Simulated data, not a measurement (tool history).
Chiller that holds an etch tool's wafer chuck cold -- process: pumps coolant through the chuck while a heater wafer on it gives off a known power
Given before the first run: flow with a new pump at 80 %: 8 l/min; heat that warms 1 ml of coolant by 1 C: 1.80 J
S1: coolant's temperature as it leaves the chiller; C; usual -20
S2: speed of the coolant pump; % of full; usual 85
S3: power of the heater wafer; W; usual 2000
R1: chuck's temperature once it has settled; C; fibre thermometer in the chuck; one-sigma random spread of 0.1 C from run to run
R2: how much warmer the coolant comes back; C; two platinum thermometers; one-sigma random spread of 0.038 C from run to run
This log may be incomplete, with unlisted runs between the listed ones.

run	hour	S1	S2	S3	R1	R2
1	0	-20	85	2000	0.2	9.04
2	184.8	-20	85	2000	0.4	8.95
3	364.1	-16	85	2000	4.4	8.99
4	512.7	-16	85	2000	4.6	9.1
5	680.2	-16	85	2000	4.8	9.2
6	869.4	-16	85	2000	5	9.2
7	1015.2	-16	85	2000	4.6	9.23
8	1144	-16	85	2000	4.4	9.23
9	1337.2	-16	85	2000	4.9	9.29
10	1506.3	-24	85	2000	-3	9.34
11	1641.2	-24	85	2000	-2.9	9.36
12	1740.1	-20	85	2000	1	9.46
13	1878.5	-20	85	2000	1.2	9.47
14	2034.5	-27	85	2000	-5.6	9.44
15	2132.5	-20	85	2000	1.3	9.51
16	2253	-20	85	2000	2.9	10.31
17	2384.8	-20	85	2000	3	10.31
18	2494.4	-20	77	1081	-6.1	6.3
19	2657	-26	90	2310	-5.6	8.49
20	2793.2	-26	91	1308	-14.2	4.82
21	2936.6	-17	62	2533	14	14.21
22	3034.3	-17	86	2080	2.5	8.02
23	3222.6	-17	86	2080	2.6	8.2
24	3325.8	-12	69	1122	0.8	5.61
25	3512.2	-26	91	2879	0.1	10.62
26	3665.9	-26	91	2879	0.2	10.64
27	3797.4	-26	91	2879	0.3	10.6
28	3906.3	-24	87	1132	-12.9	4.42
29	4088	-17	69	2746	14.8	13.85
30	4224.8	-22	75	2063	-0.1	9.59
31	4365.5	-22	75	2063	0.3	9.55
32	4523.2	-22	75	2063	0.3	9.55
33	4634.7	-10	61	2000	15.9	11.73

Removed from this log: 4 entries logged between the listed runs. Between which two listed runs does each belong, and how does the tool's hidden state at the listed run before it compare with that at the listed run after it?
Between runs 6 and 7: chiller's thermometer calibrated (hour 949.1)
  heat passed by the chuck's channels, % of clean ones': 97.9 -> 97.8; flow at a given pump speed, % of a new pump's: 84.7 -> 84.4; coolant's true temperature over the reading, C: 0.47 -> 0
  difference, measured minus the result without the unlogged condition, R1: +3.2 -> +2.9 C; R2: +1.41 -> +1.44 C
Between runs 15 and 16: coolant pump overhauled (hour 2146)
  heat passed by the chuck's channels, % of clean ones': 96.2 -> 96; flow at a given pump speed, % of a new pump's: 82.1 -> 75.6; coolant's true temperature over the reading, C: 0.18 -> 0.2
  difference, measured minus the result without the unlogged condition, R1: +3.7 -> +5.2 C; R2: +1.69 -> +2.53 C
Between runs 18 and 19: coolant pump overhauled, once more (hour 2591.6)
  heat passed by the chuck's channels, % of clean ones': 95.7 -> 95.4; flow at a given pump speed, % of a new pump's: 75.1 -> 99.7; coolant's true temperature over the reading, C: 0.23 -> 0.26
  difference, measured minus the result without the unlogged condition, R1: +3.3 -> +1 C; R2: +1.56 -> +0.03 C
Between runs 29 and 30: chiller's thermometer calibrated (hour 4224.8)
  heat passed by the chuck's channels, % of clean ones': 93.5 -> 93.2; flow at a given pump speed, % of a new pump's: 96.8 -> 96.5; coolant's true temperature over the reading, C: 0.48 -> 0
  difference, measured minus the result without the unlogged condition, R1: +2.8 -> +1.6 C; R2: +0.45 -> +0.34 C
